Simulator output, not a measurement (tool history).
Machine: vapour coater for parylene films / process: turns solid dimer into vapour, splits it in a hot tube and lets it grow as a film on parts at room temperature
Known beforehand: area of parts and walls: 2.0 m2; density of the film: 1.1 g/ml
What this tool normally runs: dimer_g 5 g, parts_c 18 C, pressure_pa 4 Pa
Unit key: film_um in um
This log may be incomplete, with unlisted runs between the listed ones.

Run 1, hour 0: usual settings. Result: film_um 1.303 um.
Run 2, hour 52: usual settings but dimer_g 2 g. Result: film_um 0.518 um.
Run 3, hour 115.1: usual settings but dimer_g 2 g. Result: film_um 0.509 um.
Run 4, hour 196.3: usual settings. Result: film_um 1.291 um.
Run 5, hour 278.8: usual settings. Result: film_um 1.28 um.
Run 6, hour 347.8: usual settings. Result: film_um 1.278 um.
Run 7, hour 391.9: usual settings. Result: film_um 1.27 um.
Run 8, hour 446.3: usual settings. Result: film_um 1.28 um.
Run 9, hour 482.2: usual settings. Result: film_um 1.271 um.
Run 10, hour 530.3: usual settings. Result: film_um 1.279 um.
At hour 542.3: trap's valve overhauled.
Run 11, hour 579.3: usual settings. Result: film_um 1.233 um.
Run 12, hour 660.1: usual settings but dimer_g 6 g, parts_c 16 C, pressure_pa 9.83 Pa. Result: film_um 1.507 um.
Run 13, hour 727.1: usual settings but dimer_g 6 g, parts_c 16 C, pressure_pa 9.83 Pa. Result: film_um 1.507 um.
At hour 760.9: trap's valve overhauled, once more.
Run 14, hour 768.6: usual settings but dimer_g 6 g, parts_c 16 C, pressure_pa 9.83 Pa. Result: film_um 1.637 um.
Run 15, hour 850.5: usual settings but parts_c 14 C, pressure_pa 2.09 Pa. Result: film_um 1.617 um.
Run 16, hour 886.4: usual settings but dimer_g 9 g, parts_c 15 C, pressure_pa 6.63 Pa. Result: film_um 2.609 um.
Run 17, hour 942.4: usual settings but dimer_g 2 g, pressure_pa 2.61 Pa. Result: film_um 0.541 um.
Run 18, hour 1018.2: usual settings but dimer_g 6 g, parts_c 16 C. Result: film_um 1.707 um.

Predict each of these 3 candidate next runs independently; none follows another, all start after run 18:
Run A, hour 1055.4: usual settings but dimer_g 6 g, parts_c 27 C, pressure_pa 9.45 Pa. Result: film_um ?.
Run B, hour 1055.4: usual settings but dimer_g 6 g, parts_c 20 C, pressure_pa 2.17 Pa. Result: film_um ?.
Run C, hour 1055.4: usual settings but dimer_g 3 g, parts_c 26 C. Result: film_um ?.

run  film_um
  A     1.03
  B    1.504
  C    0.566
Stripped of hidden state, with their random variation kept, the same runs would have yielded:
run  film_um
  A    1.015
  B    1.482
  C    0.558
